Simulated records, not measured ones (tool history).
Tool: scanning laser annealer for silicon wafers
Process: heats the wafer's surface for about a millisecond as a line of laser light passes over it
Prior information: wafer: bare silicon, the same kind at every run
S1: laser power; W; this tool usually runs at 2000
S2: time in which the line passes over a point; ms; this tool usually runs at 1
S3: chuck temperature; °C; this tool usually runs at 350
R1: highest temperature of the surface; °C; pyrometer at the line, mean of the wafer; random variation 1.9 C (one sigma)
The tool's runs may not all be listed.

Run 1, hour 0: usual settings. Result: R1 1105 °C.
Run 2, hour 17.9: usual settings. Result: R1 1103 °C.
Run 3, hour 39.8: usual settings. Result: R1 1099 °C.
Run 4, hour 55.7: usual settings. Result: R1 1098 °C.
Run 5, hour 75.4: usual settings. Result: R1 1101 °C.
At hour 83.2: optics aligned, line set to its width.
Run 6, hour 101.8: usual settings. Result: R1 1121 °C.
Run 7, hour 113.7: usual settings but S3 343 °C. Result: R1 1114 °C.
Run 8, hour 134.1: usual settings but S3 343 °C. Result: R1 1113 °C.
Run 9, hour 150.4: usual settings but S3 343 °C. Result: R1 1107 °C.
Run 10, hour 169.1: usual settings but S3 343 °C. Result: R1 1110 °C.
At hour 181.8: window over the wafer cleaned.
Run 11, hour 189.3: usual settings. Result: R1 1143 °C.
Run 12, hour 201.7: usual settings but S2 0.88 ms. Result: R1 1092 °C.
Run 13, hour 212.9: usual settings but S2 0.88 ms. Result: R1 1090 °C.
Run 14, hour 226.9: usual settings but S2 0.88 ms. Result: R1 1088 °C.
Run 15, hour 245.2: usual settings. Result: R1 1137 °C.
Run 16, hour 267.9: usual settings. Result: R1 1136 °C.
Run 17, hour 285.3: usual settings. Result: R1 1138 °C.
Run 18, hour 304.3: usual settings. Result: R1 1135 °C.
Run 19, hour 323.5: usual settings but S1 1966 W. Result: R1 1120 °C.
Run 20, hour 341.9: usual settings. Result: R1 1134 °C.
Run 21, hour 354.7: usual settings but S1 2117 W, S2 0.74 ms, S3 346 °C. Result: R1 1061 °C.
Run 22, hour 373.3: usual settings but S1 2117 W, S2 0.74 ms, S3 346 °C. Result: R1 1064 °C.
Run 23, hour 393: usual settings but S1 1835 W, S2 0.81 ms. Result: R1 991 °C.
Run 24, hour 414.3: usual settings but S1 1835 W, S2 0.81 ms. Result: R1 987 °C.
Run 25, hour 435: usual settings but S1 1835 W, S2 0.81 ms. Result: R1 986 °C.
Run 26, hour 454.9: usual settings but S1 2079 W, S2 0.81 ms, S3 314 °C. Result: R1 1040 °C.
Run 27, hour 472.2: usual settings but S1 2079 W, S2 1.23 ms, S3 314 °C. Result: R1 1215 °C.
Run 28, hour 493.3: usual settings but S1 2079 W, S2 1.23 ms, S3 314 °C. Result: R1 1217 °C.
Run 29, hour 509.2: usual settings but S1 2079 W, S2 1.23 ms, S3 314 °C. Result: R1 1212 °C.
Run 30, hour 529.9: usual settings but S1 2150 W, S2 0.74 ms. Result: R1 1069 °C.
Run 31, hour 544.6: usual settings but S1 1710 W, S3 330 °C. Result: R1 981 °C.
Run 32, hour 567.2: usual settings but S1 1710 W, S2 0.8 ms, S3 346 °C. Result: R1 928 °C.
Run 33, hour 577.7: usual settings but S1 1710 W, S2 0.8 ms, S3 346 °C. Result: R1 925 °C.
Run 34, hour 599.8: usual settings but S1 1982 W, S2 0.83 ms, S3 384 °C. Result: R1 1078 °C.
Run 35, hour 621.1: usual settings but S1 1982 W, S2 1.11 ms, S3 384 °C. Result: R1 1186 °C.
Run 36, hour 639.1: usual settings but S1 1982 W, S2 1.11 ms, S3 384 °C. Result: R1 1182 °C.
Run 37, hour 649.6: usual settings but S1 1709 W, S2 0.74 ms, S3 373 °C. Result: R1 928 °C.
Run 38, hour 662.9: usual settings but S1 1836 W, S2 1.05 ms, S3 376 °C. Result: R1 1090 °C.
Run 39, hour 678.3: usual settings but S1 1993 W, S3 355 °C. Result: R1 1117 °C.
Run 40, hour 694.6: usual settings but S1 1993 W, S3 355 °C. Result: R1 1117 °C.

Predict each of these 4 candidate next runs independently; none follows another, all start after run 40:
Run A, hour 708.5: usual settings but S3 370 °C. Result: R1 ?.
Run B, hour 708.5: usual settings but S3 311 °C. Result: R1 ?.
Run C, hour 708.5: usual settings but S1 1826 W, S2 1.12 ms, S3 383 °C. Result: R1 ?.
Run D, hour 708.5: usual settings but S1 1976 W, S2 0.91 ms, S3 386 °C. Result: R1 ?.

run    R1
  A  1134
  B  1074
  C  1114
  D  1104
Without the tool's hidden state the same runs would have given:
run    R1
  A  1168
  B  1109
  C  1147
  D  1137

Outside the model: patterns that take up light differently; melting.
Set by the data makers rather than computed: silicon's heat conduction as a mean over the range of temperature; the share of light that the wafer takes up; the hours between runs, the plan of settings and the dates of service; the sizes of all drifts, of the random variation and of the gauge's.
